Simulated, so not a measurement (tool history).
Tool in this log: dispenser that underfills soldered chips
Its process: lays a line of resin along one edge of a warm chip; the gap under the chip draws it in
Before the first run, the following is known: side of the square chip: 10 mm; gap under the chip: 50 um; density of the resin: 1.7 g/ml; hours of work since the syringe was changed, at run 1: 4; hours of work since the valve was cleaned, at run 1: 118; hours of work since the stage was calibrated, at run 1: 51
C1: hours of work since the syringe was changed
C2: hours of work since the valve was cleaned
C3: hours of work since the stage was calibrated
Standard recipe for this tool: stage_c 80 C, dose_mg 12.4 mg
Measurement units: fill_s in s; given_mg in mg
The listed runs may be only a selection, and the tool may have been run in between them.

run 1 day=0 | stage_c=80 dose_mg=12.4 | C1=4 C2=118 C3=51 | fill_s=122.7 given_mg=11.47
run 2 day=0.142 | stage_c=80 dose_mg=12.4 | C1=7 C2=120 C3=53 | fill_s=140.3 given_mg=11.54
-- day=0.238 new syringe of resin
run 3 day=0.258 | stage_c=80 dose_mg=11.6 | C1=0 C2=121 C3=54 | fill_s=97.5 given_mg=10.81
run 4 day=0.442 | stage_c=80 dose_mg=11.6 | C1=3 C2=124 C3=57 | fill_s=114.7 given_mg=10.72
run 5 day=0.521 | stage_c=80 dose_mg=12.4 | C1=4 C2=125 C3=58 | fill_s=120.3 given_mg=11.44
run 6 day=0.675 | stage_c=80 dose_mg=12.4 | C1=6 C2=127 C3=61 | fill_s=142.2 given_mg=11.38
-- day=0.779 new syringe of resin
run 7 day=0.858 | stage_c=80 dose_mg=12.4 | C1=1 C2=130 C3=63 | fill_s=100.7 given_mg=11.34
run 8 day=0.979 | stage_c=80 dose_mg=12.4 | C1=3 C2=132 C3=65 | fill_s=114.8 given_mg=11.45
run 9 day=1.142 | stage_c=78 dose_mg=12.2 | C1=5 C2=134 C3=67 | fill_s=146.5 given_mg=11.22
run 10 day=1.262 | stage_c=86 dose_mg=12.2 | C1=7 C2=136 C3=69 | fill_s=113.7 given_mg=11.22
-- day=1.321 new syringe of resin
run 11 day=1.458 | stage_c=86 dose_mg=12.2 | C1=2 C2=139 C3=72 | fill_s=82.8 given_mg=11.11
run 12 day=1.558 | stage_c=73 dose_mg=12.4 | C1=3 C2=140 C3=73 | fill_s=159.4 given_mg=11.23
run 13 day=1.704 | stage_c=92 dose_mg=14.1 | C1=6 C2=142 C3=75 | fill_s=79.1 given_mg=12.86
-- day=1.862 new syringe of resin
run 14 day=1.862 | stage_c=92 dose_mg=14.1 | C1=0 C2=144 C3=78 | fill_s=56.3 given_mg=12.88
run 15 day=2.004 | stage_c=89 dose_mg=15 | C1=2 C2=146 C3=80 | fill_s=73 given_mg=13.63
run 16 day=2.183 | stage_c=89 dose_mg=15 | C1=5 C2=149 C3=82 | fill_s=83 given_mg=13.56

Forecast each of these 4 alternatives for the next run:
-- day=2.238 dispensing valve cleaned and set on the balance
run A day=2.354 | stage_c=89 dose_mg=13.5 | C1=7 C2=2 C3=84 | fill_s=? given_mg=?
-- day=2.238 dispensing valve cleaned and set on the balance
run B day=2.354 | stage_c=65 dose_mg=11.7 | C1=7 C2=2 C3=84 | fill_s=? given_mg=?
-- day=2.238 dispensing valve cleaned and set on the balance
run C day=2.354 | stage_c=76 dose_mg=14.4 | C1=7 C2=2 C3=84 | fill_s=? given_mg=?
-- day=2.238 dispensing valve cleaned and set on the balance
run D day=2.354 | stage_c=81 dose_mg=10.7 | C1=7 C2=2 C3=84 | fill_s=? given_mg=?

run=A fill_s=94 given_mg=13.61
run=B fill_s=280.2 given_mg=11.53
run=C fill_s=164.9 given_mg=14.36
run=D fill_s=139.5 given_mg=10.71
The same runs, with their run-to-run variation unchanged, on a tool lacking any hidden condition would have given:
run=A fill_s=60.9 given_mg=13.64
run=B fill_s=180.6 given_mg=11.56
run=C fill_s=106.5 given_mg=14.39
run=D fill_s=90.1 given_mg=10.73
